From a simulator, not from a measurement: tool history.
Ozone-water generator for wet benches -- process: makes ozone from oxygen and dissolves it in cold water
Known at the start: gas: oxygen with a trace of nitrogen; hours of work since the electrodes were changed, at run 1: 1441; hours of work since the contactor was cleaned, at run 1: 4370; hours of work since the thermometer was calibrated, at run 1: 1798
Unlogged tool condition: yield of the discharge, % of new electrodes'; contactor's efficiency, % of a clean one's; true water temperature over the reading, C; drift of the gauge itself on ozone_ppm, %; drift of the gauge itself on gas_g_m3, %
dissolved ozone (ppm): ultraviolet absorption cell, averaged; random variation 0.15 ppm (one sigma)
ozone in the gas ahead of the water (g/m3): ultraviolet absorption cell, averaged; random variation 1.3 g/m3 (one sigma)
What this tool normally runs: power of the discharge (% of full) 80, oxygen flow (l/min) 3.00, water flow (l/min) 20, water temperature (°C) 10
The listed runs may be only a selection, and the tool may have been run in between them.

run,day,power of the discharge (% of full),oxygen flow (l/min),water flow (l/min),water temperature (°C),hours of work since the electrodes were changed,hours of work since the contactor was cleaned,hours of work since the thermometer was calibrated,dissolved ozone (ppm),ozone in the gas ahead of the water (g/m3)
1,0.000,80,3.00,20,10,1441,4370,1798,22.8,238.7
2,0.942,80,3.00,20,10,1462,4391,1820,22.8,240.9
3,2.408,80,3.00,20,10,1496,4424,1853,22.8,237.9
4,3.825,80,3.00,20,10,1528,4457,1885,22.6,236.8
5,4.796,80,3.00,20,10,1550,4479,1907,22.7,235.9
6,5.554,80,1.82,20,10,1567,4496,1925,20.4,314.4
7,6.812,80,2.87,23,9,1596,4525,1953,19.9,238.8
8,7.692,80,2.87,23,9,1616,4545,1973,20.1,238.8

Expected results for the next run?
9,8.558,80,2.87,23,9,1636,4565,1993,?,?

Run 9 measured dissolved ozone (ppm) 20.2, ozone in the gas ahead of the water (g/m3) 240.0.
Take away the tool's hidden state, keep the run-to-run variation as it was, and the same run would have given dissolved ozone (ppm) 20.2, ozone in the gas ahead of the water (g/m3) 244.3.
